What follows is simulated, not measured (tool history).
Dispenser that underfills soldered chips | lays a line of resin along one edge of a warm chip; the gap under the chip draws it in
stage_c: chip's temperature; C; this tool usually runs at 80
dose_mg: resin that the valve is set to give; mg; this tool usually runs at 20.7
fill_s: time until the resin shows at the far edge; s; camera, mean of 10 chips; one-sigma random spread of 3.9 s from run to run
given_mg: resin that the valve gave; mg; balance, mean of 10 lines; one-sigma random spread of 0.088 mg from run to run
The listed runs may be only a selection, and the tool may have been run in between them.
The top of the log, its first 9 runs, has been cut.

run   hour  stage_c  dose_mg  fill_s  given_mg
     101.8  -- new syringe of resin
 10  114.1       80     20.7   692.8     18.65
     115.8  -- new syringe of resin
     116.8  -- dispensing valve cleaned and set on the balance
     129.8  -- new syringe of resin
 11  131.7       80     20.7   461.1     20.48
     143.2  -- new syringe of resin
 12  149.2       80     20.7   539.6     20.33
     156.4  -- new syringe of resin
 13  164.1       80     20.7   588.5     20.02
     169.2  -- new syringe of resin
 14  176.0       80     20.7   581.3     19.76
     181.9  -- new syringe of resin
 15  189.9       80     20.7   591.2     19.66
     195.8  -- new syringe of resin
 16  206.0       87     19.7   477.5     18.62
     208.7  -- new syringe of resin
     221.8  -- new syringe of resin
 17  223.4       87     19.7   340.4     18.22
     234.6  -- new syringe of resin
 18  237.3       88     25.6   331.7     23.58
     248.3  -- new syringe of resin
 19  253.0       80     20.7   552.2     18.86
     261.5  -- new syringe of resin
 20  267.2       69     18.7  1023.4     16.80
     271.1  -- dispensing valve cleaned and set on the balance
     275.7  -- new syringe of resin
 21  284.5       69     18.7  1110.0     18.44
     288.7  -- new syringe of resin
 22  299.8       71     20.7  1090.7     20.21
     301.6  -- new syringe of resin
     304.9  -- stage's temperature calibrated
 23  310.2       71     20.7   832.4     20.21
     315.4  -- new syringe of resin
 24  321.4       69     20.5   865.4     19.92
     329.0  -- new syringe of resin
 25  331.4       87     24.0   306.5     23.17
     342.1  -- new syringe of resin
 26  345.6       66     25.6   904.0     24.41
     355.4  -- new syringe of resin
 27  361.4       91     20.6   293.5     19.35
     368.4  -- new syringe of resin
 28  374.3       73     18.7   720.4     17.40
     381.6  -- new syringe of resin
 29  390.9       70     23.4   927.8     21.64
     395.0  -- new syringe of resin
 30  401.5       75     20.7   675.9     19.05

Consider 3 possible next runs. They are alternatives, not a sequence: every one starts from the tool as it was left by run 30. What does each give?
     408.2  -- new syringe of resin
  A  415.2       68     18.4       ?         ?
     408.2  -- new syringe of resin
  B  415.2       89     25.2       ?         ?
     408.2  -- new syringe of resin
  C  415.2       90     20.7       ?         ?

run  fill_s  given_mg
  A  1028.8     16.73
  B   344.8     22.96
  C   330.6     18.71
The same runs, with their run-to-run variation unchanged, on a tool lacking any hidden condition would have given:
run  fill_s  given_mg
  A   727.9     18.45
  B   250.4     25.31
  C   237.5     20.63

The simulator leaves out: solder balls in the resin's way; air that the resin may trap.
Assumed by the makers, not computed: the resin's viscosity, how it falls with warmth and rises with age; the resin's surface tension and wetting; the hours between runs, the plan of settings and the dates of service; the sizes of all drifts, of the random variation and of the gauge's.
